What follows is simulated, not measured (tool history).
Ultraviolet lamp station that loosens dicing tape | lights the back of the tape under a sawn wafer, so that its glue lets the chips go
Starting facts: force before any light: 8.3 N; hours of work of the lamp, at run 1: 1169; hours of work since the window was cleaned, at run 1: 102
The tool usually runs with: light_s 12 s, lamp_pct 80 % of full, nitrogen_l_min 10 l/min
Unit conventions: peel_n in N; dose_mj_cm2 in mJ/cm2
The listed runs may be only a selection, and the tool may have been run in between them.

run	hour	light_s	lamp_pct	nitrogen_l_min	hours of work of the lamp	hours of work since the window was cleaned	peel_n	dose_mj_cm2
1	0.0	12	80	10	1169	102	1.304	276
2	38.6	12	80	10	1195	129	1.370	270
3	67.0	12	80	10	1215	148	1.359	269
4	118.6	12	67	10	1250	183	1.876	217
5	163.8	12	67	10	1281	215	1.941	219
6	216.7	12	80	5	1318	251	2.212	259
7	255.5	12	80	5	1344	277	2.282	255
8	312.0	12	80	5	1383	316	2.361	248
9	354.6	12	80	10	1412	346	1.576	247
10	404.5	12	80	10	1447	380	1.650	242
11	460.4	12	80	10	1485	418	1.665	239
12	499.9	12	80	10	1512	445	1.690	237
13	539.2	12	80	10	1539	472	1.739	232
14	592.7	12	80	3	1576	509	3.247	231
15	654.8	12	80	3	1618	552	3.275	222
16	704.8	12	80	3	1653	586	3.361	224
# hour 715.6: window cleaned of glue's vapour
17	745.8	12	80	4	1681	21	2.766	241
18	777.4	12	65	10	1702	42	2.297	191
19	840.4	12	65	10	1746	86	2.280	184
20	891.0	12	65	10	1780	120	2.377	185
21	953.3	12	65	10	1823	163	2.390	181
22	1016.6	12	80	10	1867	207	1.918	219
23	1070.2	12	75	10	1903	243	2.137	204
24	1132.5	7	92	9	1946	286	3.360	144
25	1159.0	15	92	8	1964	304	1.304	302
# hour 1188.0: lamp changed
26	1203.3	11	91	5	10	334	1.437	354
27	1232.2	14	60	4	30	354	2.217	294
28	1272.3	8	77	10	58	382	1.962	213
29	1299.6	8	77	10	77	400	1.965	210
30	1362.6	22	83	7	120	444	0.295	618
31	1395.7	6	76	10	143	466	2.948	156
32	1431.8	7	87	6	167	491	2.702	202
33	1458.8	12	80	19	186	510	0.641	318
34	1515.0	7	82	5	225	548	3.190	184
35	1545.9	13	80	13	246	569	0.743	335
# hour 1578.0: window cleaned of glue's vapour
36	1584.7	8	80	4	272	5	2.866	234
37	1625.4	15	61	5	300	33	1.654	332
38	1677.5	7	95	9	336	68	1.816	235
39	1735.1	8	83	10	375	108	1.749	232
40	1778.9	8	62	3	405	138	4.072	170
41	1811.6	18	65	5	428	160	1.145	400
42	1853.6	12	61	14	457	189	1.235	244
43	1905.6	17	64	10	492	225	0.750	366

Take each entry between the runs: how does the hidden state at the last listed run before it differ from the hidden state at the first listed run after it?
Runs 16 to 17: window cleaned of glue's vapour (hour 715.6)
  lamp's light, % of a new lamp's: 66.7 -> 66.2; light that the window lets through, % of a clean one's: 89.1 -> 98.1
  measured minus no-state result, peel_n: +1.507 -> +1.214 N; dose_mj_cm2: -150 -> -130 mJ/cm2
Runs 25 to 26: lamp changed (hour 1188.0)
  lamp's light, % of a new lamp's: 60.9 -> 99.2; light that the window lets through, % of a clean one's: 92.9 -> 92.4
  measured minus no-state result, peel_n: +0.925 -> +0.203 N; dose_mj_cm2: -232 -> -32 mJ/cm2
Runs 35 to 36: window cleaned of glue's vapour (hour 1578.0)
  lamp's light, % of a new lamp's: 94.9 -> 94.5; light that the window lets through, % of a clean one's: 88.1 -> 99.6
  measured minus no-state result, peel_n: +0.253 -> +0.182 N; dose_mj_cm2: -65 -> -15 mJ/cm2

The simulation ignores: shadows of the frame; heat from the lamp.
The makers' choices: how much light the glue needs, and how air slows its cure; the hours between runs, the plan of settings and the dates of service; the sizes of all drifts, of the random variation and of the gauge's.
